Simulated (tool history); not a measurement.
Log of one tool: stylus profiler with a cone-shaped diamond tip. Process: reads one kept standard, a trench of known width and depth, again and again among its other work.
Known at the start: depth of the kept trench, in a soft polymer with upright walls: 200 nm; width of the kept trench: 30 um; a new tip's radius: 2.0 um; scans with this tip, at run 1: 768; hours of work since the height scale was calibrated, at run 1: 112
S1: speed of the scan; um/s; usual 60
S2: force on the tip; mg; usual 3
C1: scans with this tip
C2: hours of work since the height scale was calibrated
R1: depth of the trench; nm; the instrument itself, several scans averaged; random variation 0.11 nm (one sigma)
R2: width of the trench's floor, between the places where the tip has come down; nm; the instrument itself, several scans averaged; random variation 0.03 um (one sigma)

run	hour	S1	S2	C1	C2	R1	R2
1	0	60	3	768	112	202.83	28040
2	14.9	60	3	834	122	202.63	28000
3	30.5	91	3	902	132	202.76	27910
4	44.8	91	3	965	141	202.75	27920
5	60.4	23	3	1033	151	202.77	28140
6	76.2	60	3	1103	161	202.97	28020
7	93.9	60	3	1180	172	202.77	28020
8	106.9	60	3	1237	181	202.7	28040
9	123.6	60	3	1311	191	202.57	28010
10	141.2	60	3	1388	203	202.85	28030
11	152	60	3	1435	210	202.61	28010
12	162.2	19	3	1480	216	202.71	28210
13	173.1	19	3	1528	223	202.6	28200
14	190.2	19	3	1603	234	202.58	28160
15	209.2	102	3.87	1686	246	203.03	27920
16	231	102	3.87	1782	260	203.16	27960
17	242.2	63	5.76	1831	267	204.09	28070
18	257.2	22	4.25	1897	277	203.31	28160
19	276.3	157	1.69	1981	289	201.83	27490
20	285.2	60	1.44	2020	295	201.59	27940
21	305.5	171	5.04	2109	308	203.93	27760
22	323.6	171	5.04	2188	319	204.04	27760
23	342.1	227	3.67	2269	331	202.97	27500
24	356.5	227	3.67	2333	341	203.08	27460
25	373.2	60	5.04	2406	351	203.88	28150
26	384.3	218	1.41	2455	358	201.78	26990
27	402.2	226	6.66	2533	370	204.55	27670
28	416.2	226	6.66	2595	379	204.73	27710

Forecast each of these 3 alternatives for the next run:
A	436.4	226	1.57	2684	392	?	?
B	436.4	62	3.08	2684	392	?	?
C	436.4	216	5.35	2684	392	?	?

run	R1	R2
A	201.77	27080
B	202.75	28050
C	203.95	27640
Without the tool's hidden state the same runs would have given:
run	R1	R2
A	201.77	27080
B	202.74	28050
C	203.94	27640
